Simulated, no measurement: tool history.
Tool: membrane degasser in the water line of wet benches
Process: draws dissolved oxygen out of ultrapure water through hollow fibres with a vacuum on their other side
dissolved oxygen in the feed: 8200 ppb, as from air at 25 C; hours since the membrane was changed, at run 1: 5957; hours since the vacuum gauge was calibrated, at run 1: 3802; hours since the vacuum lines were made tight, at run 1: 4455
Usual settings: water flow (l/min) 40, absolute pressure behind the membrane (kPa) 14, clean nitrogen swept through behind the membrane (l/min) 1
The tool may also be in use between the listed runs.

run	hour	water flow (l/min)	absolute pressure behind the membrane (kPa)	clean nitrogen swept through behind the membrane (l/min)	hours since the membrane was changed	hours since the vacuum gauge was calibrated	hours since the vacuum lines were made tight	dissolved oxygen in the water behind the degasser (ppb)	pressure that the water loses in the fibres (kPa)
1	0	40	14	1	5957	3802	4455	819.1	64.15
2	124.4	39	14	1	6082	3927	4579	805.9	63.26
3	231.1	39	14	1	6188	4033	4686	806.9	63.13
4	350.8	39	14	1	6308	4153	4806	801.4	62.97
5	478	40	14	1	6435	4280	4933	821.6	64.68
6	624.9	40	14	1	6582	4427	5080	827.3	65.33
7	692.2	48	14	1	6649	4494	5147	944.3	78.01
8	814.7	24	14	1	6772	4617	5270	556.4	38.86
# hour 830.5: seals of the vacuum lines changed
9	900.5	55	14	1	6856	4701	70	1048.9	89.11
10	1004.4	55	14	1	6960	4805	174	1043.5	89.4
11	1078.3	55	14	1	7033	4879	248	1043	89.3
12	1216.8	55	14	1	7172	5017	386	1045.9	89.69
13	1377.2	26	11.6	2.96	7332	5177	547	180.5	42.55
14	1452.6	26	11.6	0.45	7408	5253	622	864.5	42.41
15	1568	58	18.9	1	7523	5368	738	1499.1	94.17
16	1653	58	18.9	1.75	7608	5453	823	1013.5	94.82
17	1723.8	58	18.9	1.75	7679	5524	893	1020.6	94.6
18	1829.9	46	21.8	2.17	7785	5630	999	821.5	74.92
19	1937	31	11.7	2.57	7892	5737	1107	246.5	51.26
20	2081.1	31	14.7	0.89	8036	5881	1251	785.4	50.97
21	2156.8	34	11.2	1	8112	5957	1326	563.5	55.62
22	2271.9	34	11.2	1	8227	6072	1441	564.1	55.7
23	2347.8	44	10.9	1.74	8303	6148	1517	431.2	72.53
24	2427.5	44	10.9	1.74	8383	6228	1597	433.4	72.57

4 ways to go on from here, each from the tool as it stands after run 24. What would each give?
A	2561.1	54	17.5	0.46	8516	6361	1731	?	?
B	2561.1	53	14	2.68	8516	6361	1731	?	?
C	2561.1	34	29.3	2.13	8516	6361	1731	?	?
D	2561.1	44	10.9	0.6	8516	6361	1731	?	?

run	dissolved oxygen in the water behind the degasser (ppb)	pressure that the water loses in the fibres (kPa)
A	2098.3	88.99
B	488.9	86.53
C	871.5	56.02
D	951.9	71.71
Without the tool's hidden state the same runs would have given:
run	dissolved oxygen in the water behind the degasser (ppb)	pressure that the water loses in the fibres (kPa)
A	2042.4	84.81
B	465.2	82.45
C	854.8	53.39
D	899.6	68.33
